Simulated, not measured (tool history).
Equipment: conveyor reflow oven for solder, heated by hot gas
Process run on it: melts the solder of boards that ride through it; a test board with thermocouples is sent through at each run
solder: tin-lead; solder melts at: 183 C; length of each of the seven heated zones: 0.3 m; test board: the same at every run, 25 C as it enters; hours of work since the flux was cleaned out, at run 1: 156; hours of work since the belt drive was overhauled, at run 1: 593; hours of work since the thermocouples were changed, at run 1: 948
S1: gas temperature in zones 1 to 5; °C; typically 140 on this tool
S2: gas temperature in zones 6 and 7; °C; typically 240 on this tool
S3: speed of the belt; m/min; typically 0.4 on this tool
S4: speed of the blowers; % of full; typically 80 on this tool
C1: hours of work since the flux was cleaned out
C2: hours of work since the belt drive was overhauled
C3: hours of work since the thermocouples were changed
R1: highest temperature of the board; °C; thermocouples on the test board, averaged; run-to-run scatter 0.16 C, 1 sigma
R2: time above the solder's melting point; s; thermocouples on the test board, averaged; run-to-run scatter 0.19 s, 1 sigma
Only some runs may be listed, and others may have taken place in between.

run,day,S1,S2,S3,S4,C1,C2,C3,R1,R2
1,0,140,240,0.4,80,156,593,948,224.6,74.5
2,0.483,140,240,0.4,80,163,601,955,224.7,74.9
3,1.346,140,240,0.4,80,176,613,968,224.4,74.7
4,2.533,144,240,0.4,80,194,631,986,224.9,76.7
5,3.483,144,240,0.4,80,208,645,1000,225.2,76.7
# day 4.288: flux residue cleaned out of gas plates and filters
6,4.329,140,240,0.4,89,1,655,1010,225.5,75.3
7,5.017,140,240,0.4,89,11,665,1020,225.4,75.5
8,5.992,140,240,0.4,89,25,680,1035,225.4,75.2
# day 6.654: flux residue cleaned out of gas plates and filters, once more
9,7.042,140,240,0.4,89,6,692,1047,227.6,77.2
10,7.604,140,240,0.4,89,14,701,1056,227.2,77.4
11,8.096,140,240,0.4,80,22,708,1063,225.8,75.8
12,8.783,140,240,0.4,80,32,718,1073,225.8,75.9
13,9.396,140,240,0.4,80,41,728,1082,225.7,76.1
14,10.1,140,243,0.4,80,52,738,1093,228.3,77.5
15,11.175,140,243,0.4,80,68,754,1109,228.1,77.4
16,12.246,140,243,0.4,80,84,770,1125,227.7,77.4
17,13.329,140,228,0.4,80,100,787,1141,214.7,66.7
18,14.017,129,250,0.4,80,110,797,1152,232.1,75.9
19,15.1,129,246,0.4,84,126,813,1168,229.3,74.7
20,15.979,129,246,0.4,84,140,826,1181,229.1,74.3
21,17.067,140,238,0.381,80,156,842,1197,224.7,79.2
22,17.767,140,238,0.381,80,166,853,1208,224.9,79.1
23,18.271,137,232,0.414,64,174,860,1215,212.1,59.2
24,19.375,140,240,0.463,58,190,877,1232,212.5,53.2
25,20.579,138,240,0.4,87,208,895,1250,225.3,75
# day 21.358: flux residue cleaned out of gas plates and filters
26,21.858,138,240,0.4,87,7,911,1266,227.8,77.1
# day 22.208: thermocouples of zones 6 and 7 changed
27,23.062,134,240,0.393,87,24,928,13,226.6,75.9
28,23.667,140,230,0.4,71,33,937,22,214.7,66.4
29,24.279,144,252,0.459,68,42,946,31,227.9,68.6
30,24.838,143,251,0.4,70,51,954,39,233,82
31,25.608,143,251,0.4,70,62,966,51,232.6,82.1

Across each entry between runs, compare the hidden state at the last listed run before it with the hidden state at the first listed run after it:
After run 5, before run 6: flux residue cleaned out of gas plates and filters (day 4.288)
  heat that the gas passes to the board, % of a clean oven's: 93.1 -> 91.3; belt's true speed, % of the reading: 99.01 -> 98.99; true gas temperature in zones 6 and 7 over the reading, C: 1.28 -> 1.3
  measured result minus the result with no hidden state, R1: -0.5 -> -1.1 °C; R2: +0.2 -> -0.4 s
After run 8, before run 9: flux residue cleaned out of gas plates and filters, once more (day 6.654)
  heat that the gas passes to the board, % of a clean oven's: 90.6 -> 98.6; belt's true speed, % of the reading: 98.95 -> 98.94; true gas temperature in zones 6 and 7 over the reading, C: 1.34 -> 1.36
  measured result minus the result with no hidden state, R1: -1.3 -> +1.1 °C; R2: -0.5 -> +1.5 s
After run 25, before run 26: flux residue cleaned out of gas plates and filters (day 21.358)
  heat that the gas passes to the board, % of a clean oven's: 92 -> 99.4; belt's true speed, % of the reading: 98.63 -> 98.6; true gas temperature in zones 6 and 7 over the reading, C: 1.68 -> 1.71
  measured result minus the result with no hidden state, R1: -0.4 -> +1.8 °C; R2: +0.4 -> +2.3 s
After run 26, before run 27: thermocouples of zones 6 and 7 changed (day 22.208)
  heat that the gas passes to the board, % of a clean oven's: 99.4 -> 98.8; belt's true speed, % of the reading: 98.6 -> 98.57; true gas temperature in zones 6 and 7 over the reading, C: 1.71 -> 0.5
  measured result minus the result with no hidden state, R1: +1.8 -> +0.5 °C; R2: +2.3 -> +1.5 s
